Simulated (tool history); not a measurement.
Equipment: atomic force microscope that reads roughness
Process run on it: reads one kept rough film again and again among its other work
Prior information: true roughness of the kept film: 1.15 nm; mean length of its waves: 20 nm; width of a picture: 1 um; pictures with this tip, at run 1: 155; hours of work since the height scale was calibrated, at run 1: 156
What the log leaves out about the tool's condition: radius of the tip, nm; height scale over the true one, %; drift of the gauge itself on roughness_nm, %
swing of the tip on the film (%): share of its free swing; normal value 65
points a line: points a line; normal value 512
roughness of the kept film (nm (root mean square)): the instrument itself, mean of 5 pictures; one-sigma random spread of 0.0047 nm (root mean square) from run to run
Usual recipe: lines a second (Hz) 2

run	hour	lines a second (Hz)	swing of the tip on the film (%)	points a line	pictures with this tip	hours of work since the height scale was calibrated	roughness of the kept film (nm (root mean square))
1	0	2	65	512	155	156	1
2	8.3	2	65	512	173	162	0.995
3	17.6	2	65	512	193	168	0.995
4	23.5	2	65	512	207	173	0.987
5	32.9	2	65	750	227	179	0.99
6	39.3	2	65	512	241	184	0.98
7	46.4	2	65	512	257	189	0.981
8	54.9	2	65	512	276	195	0.975
9	62.1	2	72	512	292	200	0.952
# hour 63.6: height scale calibrated on a step standard
# hour 66.1: new tip fitted
10	71.9	2	72	512	13	6	1.021
11	78.2	2	65	512	27	10	1.038
12	83	1.17	75	796	37	14	1.046
13	90.1	1.17	75	796	53	19	1.042
14	99.5	0.72	65	310	74	25	1.027
15	106.3	0.72	65	310	89	30	1.033
16	115	0.72	66	604	108	36	1.046
# hour 120.9: height scale calibrated on a step standard, once more
17	121.9	2.56	90	601	121	1	0.89
18	131.5	1.77	90	988	142	8	0.934
19	138.7	1.87	65	400	158	13	0.995
20	145.4	1.87	65	400	173	18	0.992
21	149.7	1.87	65	817	182	21	1.004

Branching from run 21: 5 alternative next runs. What would each branch give?
A	157.7	2	76	764	200	26	?
B	157.7	1.32	71	775	200	26	?
C	157.7	0.69	65	512	200	26	?
D	157.7	2	65	736	200	26	?
E	157.7	0.79	63	344	200	26	?

run	roughness of the kept film (nm (root mean square))
A	0.959
B	1.007
C	1.018
D	0.992
E	0.994
Had the tool no hidden state, the same runs would have come out as:
run	roughness of the kept film (nm (root mean square))
A	1.009
B	1.058
C	1.07
D	1.042
E	1.045
